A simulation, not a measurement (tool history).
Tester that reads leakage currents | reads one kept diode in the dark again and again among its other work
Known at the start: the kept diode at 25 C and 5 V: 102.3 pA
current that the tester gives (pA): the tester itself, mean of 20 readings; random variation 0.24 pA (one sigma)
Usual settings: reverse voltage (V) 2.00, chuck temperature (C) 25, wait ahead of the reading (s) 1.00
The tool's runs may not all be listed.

run	hour	reverse voltage (V)	chuck temperature (C)	wait ahead of the reading (s)	current that the tester gives (pA)
1	0.0	2.00	25	1.00	81.52
2	46.3	2.00	34	1.00	157.02
3	78.8	2.67	25	1.00	89.59
4	122.3	2.00	25	5.35	81.56
5	159.3	2.00	25	1.00	81.77
6	185.9	5.64	25	1.00	116.43
7	215.3	5.64	25	1.00	116.37
8	264.1	5.25	25	1.00	114.53
9	312.8	5.25	25	1.00	114.69
10	364.9	2.00	25	1.56	82.67
11	409.9	2.00	25	1.56	82.75
12	461.2	2.00	25	1.56	83.59
13	489.6	2.00	25	1.56	83.40
14	546.9	2.00	25	1.56	83.44
15	576.4	1.68	25	1.00	79.24
16	628.1	1.68	25	1.00	79.37
17	687.8	2.00	25	1.00	85.96
18	713.0	2.00	25	1.00	85.55
19	739.6	2.00	25	1.00	86.05
20	793.4	2.00	56	1.00	713.43
21	829.6	2.94	48	3.61	476.18
22	867.6	6.45	25	1.24	118.04
23	907.9	10.75	25	1.00	140.56
24	965.2	1.65	28	8.35	97.62
25	989.6	1.65	23	8.35	66.41
26	1031.7	2.01	45	8.35	326.05
27	1082.2	2.01	45	8.35	325.92
28	1117.9	2.00	23	1.00	66.27
29	1151.7	2.46	34	4.72	160.42
30	1199.7	2.46	34	4.72	161.50
31	1247.8	19.67	56	5.33	1349.28
32	1272.6	19.67	56	5.33	1358.66
33	1302.5	19.67	54	0.53	1201.97
34	1341.3	4.85	41	1.19	329.54
35	1393.1	4.85	41	1.19	327.26
36	1442.9	2.00	30	9.74	114.45
37	1490.9	14.24	24	9.74	136.77
38	1516.4	1.01	25	7.63	63.68
39	1558.9	2.85	28	1.40	111.06

Not shown: 3 entries that the log had between the listed runs. Between which runs, and how does the tool's hidden state differ before and after?
Between runs 16 and 17: probe card cleaned and baked (hour 670.7)
  stray current of the dirty probe card, pA a volt: 1.506 -> 2.137; current scale over the true one, %: -0.95 -> -0.97; true chuck temperature over the reading, C: 0.64 -> 0.68
  measured less the result without the state, current that the tester gives (pA): +5.49 -> +7.62
Between runs 20 and 21: probe card cleaned and baked, once more (hour 800.8)
  stray current of the dirty probe card, pA a volt: 2.201 -> 0.039; current scale over the true one, %: -1.02 -> -1.04; true chuck temperature over the reading, C: 0.75 -> 0.77
  measured less the result without the state, current that the tester gives (pA): +30.25 -> +19.17
Between runs 25 and 26: chuck's temperature calibrated (hour 1017.0)
  stray current of the dirty probe card, pA a volt: 0.13 -> 0.154; current scale over the true one, %: -1.11 -> -1.13; true chuck temperature over the reading, C: 0.87 -> -0.11
  measured less the result without the state, current that the tester gives (pA): +3.85 -> -6.02
